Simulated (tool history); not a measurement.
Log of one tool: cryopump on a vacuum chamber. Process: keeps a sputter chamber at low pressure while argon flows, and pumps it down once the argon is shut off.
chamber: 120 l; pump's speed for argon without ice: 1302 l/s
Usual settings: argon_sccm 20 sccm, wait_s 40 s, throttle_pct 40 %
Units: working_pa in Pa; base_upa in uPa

run   hour  argon_sccm  wait_s  throttle_pct  working_pa  base_upa
  1    0.0          20      40            40      0.0665      3.72
  2   22.7          20      40            40      0.0662      3.58
  3   47.4          20      40            40      0.0667      3.71
  4   62.5          20     298            40      0.0660      2.39
  5   76.6          20     298            40      0.0669      2.43
  6   90.5          20      40            40      0.0652      3.84
  7  112.4          20      40            41      0.0640      3.81
  8  131.3          23      40            41      0.0748      3.65
  9  156.0          23      40            41      0.0750      3.83
 10  175.7          23     219            41      0.0737      2.61
 11  192.7          23     219            41      0.0754      2.62
 12  210.9          16      40            40      0.0520      3.77
 13  227.8          16      40            40      0.0527      3.88
 14  238.6          20      40            37      0.0713      3.88
 15  260.7          20      40            16      0.1651      3.81
 16  271.6          20      40            40      0.0665      3.91
 17  291.5          20      40            40      0.0672      3.88
 18  301.7          20      40            40      0.0663      3.86
 19  324.9          20      40            15      0.1752      3.92
 20  343.1          20     123            40      0.0672      2.94
 21  354.2          10     296            22      0.0604      2.71
 22  373.8          33     230            26      0.1687      2.71
 23  394.6          33      24            26      0.1687      5.12
 24  405.8          16      85            40      0.0538      3.17
 25  429.5          20      28            40      0.0669      4.56
 26  449.9          20      28            40      0.0665      4.60
 27  462.3          12     106            45      0.0358      2.98
 28  479.1          12     106            45      0.0363      3.14
 29  499.3           8      31            51      0.0216      4.54
 30  523.2          18      31            22      0.1085      4.50
 31  537.3          18      80            41      0.0599      3.34
 32  549.0          10      49            23      0.0579      3.80
 33  573.2          31     180            23      0.1781      2.99
 34  597.2          17      24            40      0.0572      5.17

3 ways to go on from here, each from the tool as it stands after run 34. What would each give?
  A  610.8          20      55            40           ?         ?
  B  610.8          30     149            40           ?         ?
  C  610.8          18      24            60           ?         ?

run  working_pa  base_upa
  A      0.0671      3.81
  B      0.1022      3.18
  C      0.0415      5.18
Without the tool's hidden state the same runs would have given:
run  working_pa  base_upa
  A      0.0642      1.33
  B      0.0978      0.67
  C      0.0389      2.72

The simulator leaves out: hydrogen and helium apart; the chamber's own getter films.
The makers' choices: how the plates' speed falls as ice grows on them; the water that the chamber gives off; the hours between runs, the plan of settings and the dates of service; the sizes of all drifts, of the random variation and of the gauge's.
